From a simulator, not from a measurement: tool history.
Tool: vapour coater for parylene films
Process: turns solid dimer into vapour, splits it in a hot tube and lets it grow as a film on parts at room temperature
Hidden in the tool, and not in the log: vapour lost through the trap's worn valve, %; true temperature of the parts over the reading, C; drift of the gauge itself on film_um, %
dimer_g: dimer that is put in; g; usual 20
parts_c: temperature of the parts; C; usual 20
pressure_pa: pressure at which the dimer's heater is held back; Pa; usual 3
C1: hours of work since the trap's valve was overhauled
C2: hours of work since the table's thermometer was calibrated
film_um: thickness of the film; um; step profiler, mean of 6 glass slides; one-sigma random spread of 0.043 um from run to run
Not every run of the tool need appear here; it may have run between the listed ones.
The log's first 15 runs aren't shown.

run 16 hour=842 | dimer_g=20 parts_c=20 pressure_pa=3 | C1=124 C2=603 | film_um=11.22
run 17 hour=914.2 | dimer_g=20 parts_c=20 pressure_pa=2.57 | C1=156 C2=635 | film_um=11.28
run 18 hour=985.6 | dimer_g=20 parts_c=20 pressure_pa=3 | C1=187 C2=666 | film_um=11.31
run 19 hour=1055.1 | dimer_g=20 parts_c=16 pressure_pa=3 | C1=218 C2=696 | film_um=13.07
run 20 hour=1091.8 | dimer_g=20 parts_c=16 pressure_pa=3 | C1=234 C2=712 | film_um=13.04
run 21 hour=1168.2 | dimer_g=20 parts_c=14 pressure_pa=3 | C1=267 C2=746 | film_um=14.03
run 22 hour=1233.8 | dimer_g=10 parts_c=24 pressure_pa=2.92 | C1=296 C2=775 | film_um=4.92
run 23 hour=1280.8 | dimer_g=10 parts_c=24 pressure_pa=2.92 | C1=316 C2=795 | film_um=4.91
-- hour=1367.2 trap's valve overhauled
run 24 hour=1367.2 | dimer_g=16 parts_c=25 pressure_pa=8.63 | C1=0 C2=831 | film_um=7.18
run 25 hour=1430.2 | dimer_g=16 parts_c=25 pressure_pa=8.63 | C1=28 C2=859 | film_um=7.24
run 26 hour=1474.7 | dimer_g=16 parts_c=25 pressure_pa=8.4 | C1=47 C2=878 | film_um=7.19
run 27 hour=1533.5 | dimer_g=15 parts_c=32 pressure_pa=8.4 | C1=73 C2=904 | film_um=5.27
run 28 hour=1576.6 | dimer_g=15 parts_c=32 pressure_pa=8.4 | C1=92 C2=923 | film_um=5.29
run 29 hour=1626.9 | dimer_g=20 parts_c=25 pressure_pa=5.74 | C1=114 C2=945 | film_um=9.25
run 30 hour=1669.4 | dimer_g=9 parts_c=28 pressure_pa=2.19 | C1=132 C2=963 | film_um=3.93
run 31 hour=1720.2 | dimer_g=9 parts_c=28 pressure_pa=2.19 | C1=155 C2=986 | film_um=3.94
run 32 hour=1797.2 | dimer_g=13 parts_c=20 pressure_pa=4.98 | C1=188 C2=1019 | film_um=7.25
run 33 hour=1877.3 | dimer_g=13 parts_c=20 pressure_pa=4.98 | C1=223 C2=1054 | film_um=7.3
run 34 hour=1940.7 | dimer_g=20 parts_c=23 pressure_pa=3.3 | C1=251 C2=1082 | film_um=10.24
run 35 hour=2015.2 | dimer_g=15 parts_c=30 pressure_pa=3.3 | C1=284 C2=1115 | film_um=6.06

Run 36, settings as shown, results not yet in. Your forecast:
run 36 hour=2093.9 | dimer_g=16 parts_c=28 pressure_pa=7.06 | C1=318 C2=1149 | film_um=?

film_um: 6.61 um
With the hidden condition absent and the run-to-run variation left alone, this run would have shown film_um 6.39 um.
